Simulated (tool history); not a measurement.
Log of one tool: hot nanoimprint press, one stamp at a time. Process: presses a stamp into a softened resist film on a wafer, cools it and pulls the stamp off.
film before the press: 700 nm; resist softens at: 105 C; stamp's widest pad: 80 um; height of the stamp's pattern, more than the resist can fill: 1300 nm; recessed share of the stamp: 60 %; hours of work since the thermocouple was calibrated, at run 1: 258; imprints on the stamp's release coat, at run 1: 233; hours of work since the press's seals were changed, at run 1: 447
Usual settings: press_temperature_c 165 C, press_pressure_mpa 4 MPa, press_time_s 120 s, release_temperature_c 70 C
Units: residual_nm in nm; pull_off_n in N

run   hour  press_temperature_c  press_pressure_mpa  press_time_s  release_temperature_c  hours of work since the thermocouple was calibrated  imprints on the stamp's release coat  hours of work since the press's seals were changed  residual_nm  pull_off_n
  1      0                  165                   4           120                     70                                                  258                                   233                                                 447        383.1          97
  2   14.2                  170                   4           120                     70                                                  265                                   263                                                 454        303.4          97
  3   36.5                  170                   4           120                     70                                                  277                                   311                                                 465        302.9          97
  4   60.4                  170                   4           120                     70                                                  288                                   362                                                 477        302.9          98
  5   84.7                  170                   4           120                     70                                                  300                                   415                                                 489          302          94
  6    102                  170                   4           115                     70                                                  309                                   452                                                 497          306          98
  7  127.6                  170                   4           115                     70                                                  322                                   507                                                 510        305.6          97
     146.6  -- stamp cleaned and given a new release coat
  8  155.7                  170                   4           115                     70                                                  333                                    20                                                 521          305          98
  9  179.8                  165                   4           120                     70                                                  344                                    71                                                 533        382.3          97
 10  203.6                  165                   4           120                     70                                                  356                                   123                                                 545        378.3          98
 11  217.6                  165                   4           120                     70                                                  363                                   153                                                 552        377.4          98
 12  235.5                  165                   4           120                     70                                                  372                                   191                                                 560        378.6          97
 13  246.5                  165                   4           120                     70                                                  377                                   215                                                 566          378          97
 14  257.6                  165                   4           120                     70                                                  383                                   239                                                 571        378.1          97
 15    282                  165                   4           120                     70                                                  395                                   291                                                 583        377.7          99
     294.8  -- plate thermocouple calibrated
 16  299.8                  165                   4           107                     72                                                    2                                   323                                                 591        390.2          94
 17  313.9                  165                   4           130                     72                                                    9                                   353                                                 598        368.1          96
 18  333.3                  158                4.99           120                     61                                                   19                                   395                                                 607          460         106
 19  344.3                  158                4.99           120                     61                                                   24                                   419                                                 613        462.7         106
 20  369.1                  165                   4           102                     70                                                   37                                   472                                                 625        393.3          96
 21  379.7                  165                   4           102                     70                                                   42                                   495                                                 630        391.6          96
 22  392.3                  165                6.15            73                     73                                                   48                                   522                                                 637        361.9          94
     405.1  -- press's hydraulic seals changed and the load cell set to zero
     412.2  -- stamp cleaned and given a new release coat
 23  426.6                  165                6.15            73                     73                                                   58                                    31                                                   8        359.5          94
       430  -- gauge calibrated
 24  448.2                  165                   4           117                     70                                                   69                                    77                                                  18          389          98
 25  466.7                  159                   4           181                     74                                                   78                                   117                                                  27        438.4          91
 26  491.4                  159                   4           181                     71                                                   90                                   170                                                  40        437.3          96
 27    514                  165                3.68           120                     70                                                  102                                   219                                                  51        397.4          95
 28  539.4                  165                   4            62                     66                                                  114                                   273                                                  64        460.9         101
 29  551.9                  159                2.98           239                     70                                                  120                                   300                                                  70        451.6          97

Forecast each of these 3 alternatives for the next run:
  A  573.3                  159                 5.7            63                     70                                                  131                                   346                                                  80            ?           ?
  B  573.3                  161                2.98           239                     70                                                  131                                   346                                                  80            ?           ?
  C  573.3                  159                2.98           234                     70                                                  131                                   346                                                  80            ?           ?

run  residual_nm  pull_off_n
  A        501.9          98
  B        414.5          95
  C        459.5          95
Without the tool's hidden state the same runs would have given:
run  residual_nm  pull_off_n
  A        505.9          97
  B        417.8          95
  C        463.1          95
